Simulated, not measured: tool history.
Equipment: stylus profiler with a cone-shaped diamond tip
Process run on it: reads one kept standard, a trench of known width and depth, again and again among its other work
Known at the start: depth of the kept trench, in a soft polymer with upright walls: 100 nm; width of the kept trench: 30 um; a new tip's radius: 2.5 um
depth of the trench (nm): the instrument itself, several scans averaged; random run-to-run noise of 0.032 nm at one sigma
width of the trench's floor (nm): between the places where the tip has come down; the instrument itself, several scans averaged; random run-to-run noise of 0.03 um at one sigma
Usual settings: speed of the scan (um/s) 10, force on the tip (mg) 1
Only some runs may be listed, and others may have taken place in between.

run    hour  speed of the scan (um/s)  force on the tip (mg)  depth of the trench (nm)  width of the trench's floor (nm)
  1       0                        10                      1                    100.62                             28560
  2      29                        10                      1                    100.65                             28520
  3    69.7                         3                      1                    100.65                             28610
  4    99.4                        10                      1                    100.57                             28490
  5   126.5                        10                      1                    100.67                             28450
  6     146                        25                      1                    100.68                             28350
  7   181.2                        10                      1                    100.66                             28490
  8     207                        10                      1                    100.62                             28490
  9   244.8                        10                      1                    100.66                             28560
 10   281.5                        10                      1                     100.6                             28520
 11   320.8                        10                      1                    100.64                             28520
 12   353.4                        10                      1                    100.65                             28530
 13   386.1                        10                      1                    100.62                             28520
 14   417.9                        10                      1                    100.64                             28490
 15   449.5                         4                      1                    100.61                             28600
 16   484.4                         4                      1                    100.66                             28590
 17   509.7                         4                      1                    100.63                             28550
 18   549.2                        10                   1.22                    100.75                             28530
 19   573.1                        10                      1                    100.64                             28520
 20   597.2                        23                      1                    100.64                             28420
 21   623.9                        23                      1                    100.64                             28460
 22   665.1                        23                      1                    100.66                             28450
 23   683.4                        23                      1                    100.63                             28400
 24   706.6                         5                      1                    100.64                             28550
 25   730.7                         5                      1                    100.74                             28580
 26   771.6                         3                   1.89                    101.01                             28590
 27   810.4                         5                   0.38                    100.32                             28510
 28   830.9                         4                   1.93                    100.98                             28600
 29   865.3                         8                   0.75                    100.51                             28550
 30     884                        22                   1.32                     100.8                             28460
 31   916.7                        22                   1.32                    100.74                             28370
 32   949.7                         3                   0.65                    100.48                             28560
 33   974.9                         2                   0.37                    100.27                             28600
 34  1012.6                         4                   2.88                    101.27                             28580
 35  1031.1                         4                   2.88                    101.33                             28580
 36  1054.2                         6                   2.06                    101.04                             28580
 37  1092.2                         6                   2.06                    101.07                             28560
 38    1121                         6                   0.52                    100.47                             28530
 39  1151.1                        10                   0.38                     100.3                             28420
 40  1170.8                        10                   0.38                    100.35                             28440
 41  1191.5                         3                   0.55                    100.38                             28560
 42  1228.2                         5                   2.62                     101.2                             28630
 43  1255.3                         9                   1.24                    100.79                             28510
 44  1298.2                         9                   1.24                    100.79                             28520
 45  1321.4                         9                   1.24                    100.79                             28540
 46  1362.9                         9                   1.24                    100.78                             28520
 47  1397.7                         9                   1.24                     100.7                             28520
 48  1437.6                         9                   1.24                    100.66                             28520

Not shown: 1 entry that the log had between the listed runs. Between which runs, and how does the tool's hidden state differ before and after?
From run 8 to run 9: new tip fitted, height scale calibrated (hour 243.1)
  radius of the tip, um: 2.56 -> 2.5; height scale over the true one, %: 0.005 -> 0
